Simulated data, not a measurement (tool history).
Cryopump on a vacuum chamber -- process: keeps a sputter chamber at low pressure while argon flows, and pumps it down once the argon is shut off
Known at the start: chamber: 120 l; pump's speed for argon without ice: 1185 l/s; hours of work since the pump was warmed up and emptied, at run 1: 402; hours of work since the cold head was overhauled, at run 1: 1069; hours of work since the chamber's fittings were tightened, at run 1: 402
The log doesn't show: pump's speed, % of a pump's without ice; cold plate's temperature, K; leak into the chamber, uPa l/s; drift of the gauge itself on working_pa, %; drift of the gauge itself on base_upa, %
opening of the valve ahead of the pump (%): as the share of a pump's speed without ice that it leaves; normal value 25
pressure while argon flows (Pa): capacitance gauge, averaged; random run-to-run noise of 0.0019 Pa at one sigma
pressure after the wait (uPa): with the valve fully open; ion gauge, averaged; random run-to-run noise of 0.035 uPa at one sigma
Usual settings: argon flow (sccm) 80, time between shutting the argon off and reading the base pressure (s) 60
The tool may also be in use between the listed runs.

run   hour  argon flow (sccm)  time between shutting the argon off and reading the base pressure (s)  opening of the valve ahead of the pump (%)  hours of work since the pump was warmed up and emptied  hours of work since the cold head was overhauled  hours of work since the chamber's fittings were tightened  pressure while argon flows (Pa)  pressure after the wait (uPa)
  1      0                 80                                                                     60                                          25                                                     402                                              1069                                                        402                           0.4887                           2.54
  2   41.2                 80                                                                     60                                          25                                                     427                                              1095                                                        427                           0.4861                           2.59
  3   68.9                 57                                                                     60                                          25                                                     444                                              1112                                                        444                           0.3504                           2.61
  4  115.4                 57                                                                     60                                          25                                                     473                                              1140                                                        473                           0.3522                           2.75
  5  166.1                 37                                                                     60                                          25                                                     504                                              1172                                                        504                           0.2304                           2.71
  6  198.5                 37                                                                     60                                          25                                                     524                                              1191                                                        524                           0.2319                           2.81
  7  246.9                 37                                                                     60                                          25                                                     554                                              1221                                                        554                           0.2332                           2.83
  8  297.7                 37                                                                     57                                          25                                                     585                                              1253                                                        585                           0.2362                            3.1
  9  350.4                155                                                                     60                                          25                                                     618                                              1285                                                        618                           0.9883                           3.09
 10  383.6                 99                                                                    247                                          46                                                     638                                              1306                                                        638                           0.3786                           1.81
     414.9  -- pump warmed up, emptied and cooled again
 11  447.2                 99                                                                    226                                          20                                                      20                                              1342                                                        674                           0.7103                           1.46
 12  507.2                 99                                                                    226                                          20                                                      57                                              1379                                                        711                           0.7137                           1.58

Predict each of these 4 candidate next runs independently; none follows another, all start after run 12:
  A  554.9                 33                                                                     58                                          47                                                      86                                              1408                                                        741                                ?                              ?
  B  554.9                 80                                                                     60                                          31                                                      86                                              1408                                                        741                                ?                              ?
  C  554.9                 85                                                                     39                                          19                                                      86                                              1408                                                        741                                ?                              ?
  D  554.9                 51                                                                    216                                          25                                                      86                                              1408                                                        741                                ?                              ?

run  pressure while argon flows (Pa)  pressure after the wait (uPa)
  A                           0.1021                           2.87
  B                           0.3766                           2.69
  C                           0.6491                           3.71
  D                           0.2969                           1.59
Had the tool no hidden state, the same runs would have come out as:
run  pressure while argon flows (Pa)  pressure after the wait (uPa)
  A                           0.0987                           2.01
  B                           0.3684                           1.86
  C                           0.6403                           2.85
  D                           0.2916                           0.72
